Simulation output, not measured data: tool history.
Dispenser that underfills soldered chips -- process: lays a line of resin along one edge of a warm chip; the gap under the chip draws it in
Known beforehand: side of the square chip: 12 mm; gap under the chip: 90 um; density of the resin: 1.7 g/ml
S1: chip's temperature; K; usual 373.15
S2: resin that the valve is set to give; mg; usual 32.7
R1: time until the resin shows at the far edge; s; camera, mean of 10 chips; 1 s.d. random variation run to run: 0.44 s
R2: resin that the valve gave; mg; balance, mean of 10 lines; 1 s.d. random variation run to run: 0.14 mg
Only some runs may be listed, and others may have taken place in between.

{"run": 1, "hour": 0.0, "S1": 373.15, "S2": 32.7, "R1": 44.4, "R2": 30.2}
{"hour": 2.2, "done": "new syringe of resin"}
{"hour": 4.6, "done": "dispensing valve cleaned and set on the balance"}
{"hour": 10.7, "done": "new syringe of resin"}
{"run": 2, "hour": 12.9, "S1": 373.15, "S2": 32.7, "R1": 34.6, "R2": 32.73}
{"hour": 18.4, "done": "new syringe of resin"}
{"run": 3, "hour": 20.9, "S1": 379.15, "S2": 32.7, "R1": 29.8, "R2": 32.31}
{"hour": 25.8, "done": "new syringe of resin"}
{"run": 4, "hour": 31.5, "S1": 379.15, "S2": 32.7, "R1": 35.6, "R2": 32.55}
{"hour": 33.5, "done": "new syringe of resin"}
{"run": 5, "hour": 38.7, "S1": 379.15, "S2": 32.7, "R1": 34.2, "R2": 32.52}
{"hour": 41.0, "done": "new syringe of resin"}
{"hour": 48.9, "done": "new syringe of resin"}
{"run": 6, "hour": 50.8, "S1": 379.15, "S2": 32.7, "R1": 28.9, "R2": 32.1}
{"hour": 56.9, "done": "new syringe of resin"}
{"run": 7, "hour": 63.7, "S1": 373.15, "S2": 40.6, "R1": 44.1, "R2": 39.71}
{"hour": 64.6, "done": "new syringe of resin"}
{"hour": 72.9, "done": "new syringe of resin"}
{"run": 8, "hour": 75.6, "S1": 373.15, "S2": 40.6, "R1": 34.7, "R2": 39.04}
{"hour": 80.8, "done": "new syringe of resin"}
{"run": 9, "hour": 81.5, "S1": 373.15, "S2": 40.6, "R1": 31.0, "R2": 39.22}
{"hour": 88.2, "done": "new syringe of resin"}
{"run": 10, "hour": 90.8, "S1": 373.15, "S2": 40.6, "R1": 34.4, "R2": 38.94}
{"hour": 96.5, "done": "new syringe of resin"}
{"run": 11, "hour": 101.3, "S1": 385.15, "S2": 39.4, "R1": 27.2, "R2": 37.93}
{"hour": 104.1, "done": "new syringe of resin"}
{"run": 12, "hour": 109.8, "S1": 373.15, "S2": 32.5, "R1": 43.5, "R2": 30.99}
{"hour": 111.9, "done": "new syringe of resin"}
{"hour": 120.0, "done": "new syringe of resin"}
{"run": 13, "hour": 122.7, "S1": 373.15, "S2": 32.5, "R1": 35.9, "R2": 30.74}
{"hour": 127.7, "done": "new syringe of resin"}
{"run": 14, "hour": 134.2, "S1": 373.15, "S2": 32.2, "R1": 44.0, "R2": 30.41}

What will run 15 give?
{"hour": 135.4, "done": "new syringe of resin"}
{"run": 15, "hour": 142.2, "S1": 373.15, "S2": 32.2, "R1": "?", "R2": "?"}

R1: 44.8 s
R2: 30.26 mg
With no hidden state in the tool, this same run would have given R1 31.9 s, R2 32.23 mg.

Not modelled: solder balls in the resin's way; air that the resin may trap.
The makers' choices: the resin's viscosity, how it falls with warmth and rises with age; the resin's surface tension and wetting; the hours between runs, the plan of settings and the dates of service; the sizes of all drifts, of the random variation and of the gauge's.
